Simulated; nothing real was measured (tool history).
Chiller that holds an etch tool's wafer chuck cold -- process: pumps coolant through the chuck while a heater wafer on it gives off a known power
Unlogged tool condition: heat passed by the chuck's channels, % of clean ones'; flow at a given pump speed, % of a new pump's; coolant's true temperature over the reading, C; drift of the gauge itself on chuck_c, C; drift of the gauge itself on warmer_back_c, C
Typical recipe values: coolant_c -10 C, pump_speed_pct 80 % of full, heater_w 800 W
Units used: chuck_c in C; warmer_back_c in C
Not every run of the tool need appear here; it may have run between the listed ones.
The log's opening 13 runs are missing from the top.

run,hour,coolant_c,pump_speed_pct,heater_w,hours since the coolant was changed and the channels were flushed,hours since the pump was overhauled,hours since the chiller's thermometer was calibrated,chuck_c,warmer_back_c
14,340.2,-10,80,800,1629,1692,3306,-4.2,3.33
15,357.7,-10,80,959,1647,1710,3324,-2.9,3.98
16,387.5,-10,80,959,1677,1740,3354,-2.6,3.97
17,406.4,-10,80,959,1695,1759,3373,-3.0,4.03
18,425.6,-10,80,959,1715,1778,3392,-2.7,4.03
19,443.6,-10,80,959,1733,1796,3410,-2.8,4.00
20,476.8,-17,71,800,1766,1829,3443,-10.7,3.80
21,509.7,-17,71,800,1799,1862,3476,-10.4,3.77
22,535.8,-17,72,812,1825,1888,3502,-10.7,3.75
23,563.6,-11,70,766,1853,1916,3530,-4.7,3.73
24,583.3,-11,70,766,1872,1936,3550,-4.6,3.69
25,617.4,-11,70,766,1906,1970,3584,-4.9,3.71
26,649.8,-10,80,779,1939,2002,3616,-4.4,3.33
27,676.5,-10,80,779,1966,2029,3643,-4.4,3.32
28,702.3,-10,80,779,1991,2055,3669,-4.4,3.29
29,725.8,-12,65,985,2015,2078,3692,-3.0,5.13
30,750.9,-18,76,651,2040,2103,3717,-13.2,2.92
31,776.4,-6,80,982,2066,2129,3743,1.5,4.15
32,810.9,-19,69,977,2100,2163,3777,-10.7,4.84
33,848.8,-4,87,530,2138,2201,3815,-0.7,2.04

Forecast each of these 3 alternatives for the next run:
A,875.8,-9,80,800,2165,2228,3842,?,?
B,875.8,-10,95,800,2165,2228,3842,?,?
C,875.8,-16,75,772,2165,2228,3842,?,?

run,chuck_c,warmer_back_c
A,-3.0,3.39
B,-5.0,2.90
C,-10.0,3.58
Take away the tool's hidden state, keep each run's random variation, and the runs would have read:
run,chuck_c,warmer_back_c
A,-2.7,3.14
B,-4.6,2.69
C,-9.8,3.32
